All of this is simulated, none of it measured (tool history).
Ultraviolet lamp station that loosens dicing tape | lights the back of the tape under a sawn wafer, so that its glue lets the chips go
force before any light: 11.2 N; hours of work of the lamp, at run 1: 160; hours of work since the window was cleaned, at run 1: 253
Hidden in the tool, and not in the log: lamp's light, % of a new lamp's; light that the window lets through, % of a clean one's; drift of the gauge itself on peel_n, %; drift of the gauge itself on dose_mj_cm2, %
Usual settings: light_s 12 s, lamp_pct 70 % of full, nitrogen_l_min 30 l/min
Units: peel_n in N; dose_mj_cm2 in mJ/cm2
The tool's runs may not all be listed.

run,hour,light_s,lamp_pct,nitrogen_l_min,hours of work of the lamp,hours of work since the window was cleaned,peel_n,dose_mj_cm2
1,0,12,70,30,160,253,0.805,244
2,5.5,12,76,30,163,255,0.633,257
3,15.3,12,76,30,167,260,0.684,267
4,23.2,12,76,30,171,264,0.65,263
5,32.2,12,76,38,175,268,0.522,254
6,41.2,12,76,38,179,272,0.525,259
7,49.6,12,62,30,183,276,1.064,213
8,58,12,62,30,187,280,1.109,215
9,65.9,12,62,30,191,284,1.079,210
10,70.6,12,62,30,193,286,1.086,210
11,81.2,12,62,30,198,291,1.082,213
12,91.4,12,62,30,203,296,1.068,212
# hour 92.5: window cleaned of glue's vapour
13,97.3,12,62,30,205,2,1.174,206
14,102.6,16,67,17,208,5,0.903,286
15,107.6,12,74,14,210,7,1.557,247
# hour 109: window cleaned of glue's vapour, once more
16,118.3,12,74,14,215,4,1.32,256
17,123.5,7,66,19,217,7,3.267,135
18,131.6,23,99,19,221,11,0.136,660

Run 19 comes next. What will it give?
19,139.1,23,99,9,225,14,?,?

{"run 19": {"peel_n": 0.228, "dose_mj_cm2": 654}}
Without the tool's hidden state the same run would have given peel_n 0.177 N, dose_mj_cm2 746 mJ/cm2.
